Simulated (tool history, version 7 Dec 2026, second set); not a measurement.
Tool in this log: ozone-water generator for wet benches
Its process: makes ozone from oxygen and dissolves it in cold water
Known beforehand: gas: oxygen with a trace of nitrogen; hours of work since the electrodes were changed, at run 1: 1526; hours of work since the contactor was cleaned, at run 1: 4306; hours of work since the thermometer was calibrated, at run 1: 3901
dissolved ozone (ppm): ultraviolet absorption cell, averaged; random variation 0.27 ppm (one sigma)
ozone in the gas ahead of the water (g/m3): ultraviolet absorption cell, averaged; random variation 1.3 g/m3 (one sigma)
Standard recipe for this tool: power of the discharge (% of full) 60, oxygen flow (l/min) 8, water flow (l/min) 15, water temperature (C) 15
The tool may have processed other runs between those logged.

run	hour	power of the discharge (% of full)	oxygen flow (l/min)	water flow (l/min)	water temperature (C)	hours of work since the electrodes were changed	hours of work since the contactor was cleaned	hours of work since the thermometer was calibrated	dissolved ozone (ppm)	ozone in the gas ahead of the water (g/m3)
1	0	60	8	15	15	1526	4306	3901	40	224
2	33.7	60	8	15	15	1557	4337	3932	40	223.4
3	86.1	60	8	15	15	1605	4386	3980	40.1	222.3
4	148.1	60	8	12	15	1662	4443	4037	45.3	223.8
5	198	60	8	12	15	1709	4489	4084	45	220.4
6	240	60	8	15	15	1747	4528	4122	39.6	223.1
7	280.8	60	8	15	12	1785	4565	4160	42	222.7
8	344.4	60	8	15	12	1844	4624	4219	42	221.5
9	377.9	60	8	15	12	1874	4655	4249	42.2	222.9
10	412.7	60	8	15	12	1907	4687	4282	42.1	221.8
# hour 422: contactor cleaned
11	464.9	59	8	15	15	1951	40	4326	38.3	219
12	495.4	59	8	15	15	1979	68	4354	38.6	218.8
13	558	59	8	15	15	2037	125	4412	38.1	218.3
14	616	60	8	12	15	2090	179	4465	44.1	219.9
15	655.3	60	8	12	15	2127	215	4502	44.2	221.3
# hour 678.5: contactor cleaned, once more
# hour 709.4: water thermometer calibrated
16	709.4	60	8	12	15	2172	28	0	45	218.5
17	753	60	8	12	15	2213	68	40	46.1	219.9
18	802.5	60	8	12	15	2258	114	86	45.7	220
19	863.7	60	8	14	12	2315	170	142	44.4	220.4
20	909.8	40	12.55	20	23	2357	213	185	19.5	129
21	973.2	63	11.09	22	9	2416	271	243	35.9	203.1
22	1028	63	11.09	22	9	2466	322	294	35.8	198.8
23	1069.7	63	11.09	22	9	2505	360	332	35.8	199.7
24	1109.6	60	4.14	10	15	2542	397	369	49.6	282

The next listed run, before its measurement:
25	1151.7	50	4.54	16	9	2580	436	408	?	?

Run 25 gave dissolved ozone (ppm) 33.7, ozone in the gas ahead of the water (g/m3) 232.3.
On a tool with no hidden condition, and with the same random variation, this run would have come out at dissolved ozone (ppm) 35.6, ozone in the gas ahead of the water (g/m3) 244.8.
